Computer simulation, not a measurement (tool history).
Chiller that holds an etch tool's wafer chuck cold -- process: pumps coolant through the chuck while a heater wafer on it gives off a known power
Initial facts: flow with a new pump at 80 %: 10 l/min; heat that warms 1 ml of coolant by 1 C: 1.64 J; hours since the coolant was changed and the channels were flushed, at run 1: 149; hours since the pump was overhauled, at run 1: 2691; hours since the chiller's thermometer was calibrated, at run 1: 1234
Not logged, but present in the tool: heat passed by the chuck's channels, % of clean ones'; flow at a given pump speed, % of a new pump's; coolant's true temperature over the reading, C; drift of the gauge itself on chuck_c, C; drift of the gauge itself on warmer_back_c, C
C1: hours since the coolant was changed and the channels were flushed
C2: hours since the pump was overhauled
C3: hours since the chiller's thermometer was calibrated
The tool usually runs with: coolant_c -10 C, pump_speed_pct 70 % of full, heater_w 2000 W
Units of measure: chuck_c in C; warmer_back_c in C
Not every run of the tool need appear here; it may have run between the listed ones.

{"run": 1, "day": 0.0, "coolant_c": -10, "pump_speed_pct": 70, "heater_w": 2000, "C1": 149, "C2": 2691, "C3": 1234, "chuck_c": 8.7, "warmer_back_c": 8.5}
{"run": 2, "day": 3.908, "coolant_c": -10, "pump_speed_pct": 70, "heater_w": 2000, "C1": 242, "C2": 2785, "C3": 1328, "chuck_c": 8.7, "warmer_back_c": 8.51}
{"run": 3, "day": 7.096, "coolant_c": -10, "pump_speed_pct": 70, "heater_w": 2000, "C1": 319, "C2": 2861, "C3": 1404, "chuck_c": 8.6, "warmer_back_c": 8.51}
{"run": 4, "day": 10.742, "coolant_c": -10, "pump_speed_pct": 70, "heater_w": 2000, "C1": 406, "C2": 2949, "C3": 1492, "chuck_c": 8.5, "warmer_back_c": 8.51}
{"run": 5, "day": 14.904, "coolant_c": -10, "pump_speed_pct": 70, "heater_w": 2000, "C1": 506, "C2": 3049, "C3": 1592, "chuck_c": 8.8, "warmer_back_c": 8.54}
{"run": 6, "day": 18.958, "coolant_c": -10, "pump_speed_pct": 74, "heater_w": 2000, "C1": 604, "C2": 3146, "C3": 1689, "chuck_c": 8, "warmer_back_c": 8.1}
{"run": 7, "day": 20.738, "coolant_c": -14, "pump_speed_pct": 64, "heater_w": 1880, "C1": 646, "C2": 3189, "C3": 1732, "chuck_c": 5.1, "warmer_back_c": 8.85}
{"run": 8, "day": 24.342, "coolant_c": -14, "pump_speed_pct": 77, "heater_w": 1428, "C1": 733, "C2": 3275, "C3": 1818, "chuck_c": -1.4, "warmer_back_c": 5.59}
{"run": 9, "day": 26.529, "coolant_c": -7, "pump_speed_pct": 97, "heater_w": 2719, "C1": 785, "C2": 3328, "C3": 1871, "chuck_c": 12.9, "warmer_back_c": 8.35}
{"run": 10, "day": 29.354, "coolant_c": -14, "pump_speed_pct": 75, "heater_w": 2719, "C1": 853, "C2": 3396, "C3": 1939, "chuck_c": 10.2, "warmer_back_c": 10.89}
{"run": 11, "day": 32.896, "coolant_c": -16, "pump_speed_pct": 92, "heater_w": 2719, "C1": 938, "C2": 3481, "C3": 2024, "chuck_c": 4.8, "warmer_back_c": 8.88}

Below are 5 alternative next runs, each starting from the tool's condition after run 11. Predict each:
{"run": "A", "day": 36.371, "coolant_c": -11, "pump_speed_pct": 85, "heater_w": 2873, "C1": 1021, "C2": 3564, "C3": 2107, "chuck_c": "?", "warmer_back_c": "?"}
{"run": "B", "day": 36.371, "coolant_c": -16, "pump_speed_pct": 92, "heater_w": 2877, "C1": 1021, "C2": 3564, "C3": 2107, "chuck_c": "?", "warmer_back_c": "?"}
{"run": "C", "day": 36.371, "coolant_c": -10, "pump_speed_pct": 77, "heater_w": 1912, "C1": 1021, "C2": 3564, "C3": 2107, "chuck_c": "?", "warmer_back_c": "?"}
{"run": "D", "day": 36.371, "coolant_c": -10, "pump_speed_pct": 81, "heater_w": 2394, "C1": 1021, "C2": 3564, "C3": 2107, "chuck_c": "?", "warmer_back_c": "?"}
{"run": "E", "day": 36.371, "coolant_c": -10, "pump_speed_pct": 80, "heater_w": 2000, "C1": 1021, "C2": 3564, "C3": 2107, "chuck_c": "?", "warmer_back_c": "?"}

run=A chuck_c=12.2 warmer_back_c=10.13
run=B chuck_c=6 warmer_back_c=9.24
run=C chuck_c=6.8 warmer_back_c=7.44
run=D chuck_c=10.2 warmer_back_c=8.79
run=E chuck_c=7.3 warmer_back_c=7.48
With the hidden condition removed and each run's random variation left untouched, the same runs would have given:
run=A chuck_c=11.5 warmer_back_c=9.92
run=B chuck_c=5.3 warmer_back_c=9.05
run=C chuck_c=6.2 warmer_back_c=7.29
run=D chuck_c=9.6 warmer_back_c=8.61
run=E chuck_c=6.8 warmer_back_c=7.33

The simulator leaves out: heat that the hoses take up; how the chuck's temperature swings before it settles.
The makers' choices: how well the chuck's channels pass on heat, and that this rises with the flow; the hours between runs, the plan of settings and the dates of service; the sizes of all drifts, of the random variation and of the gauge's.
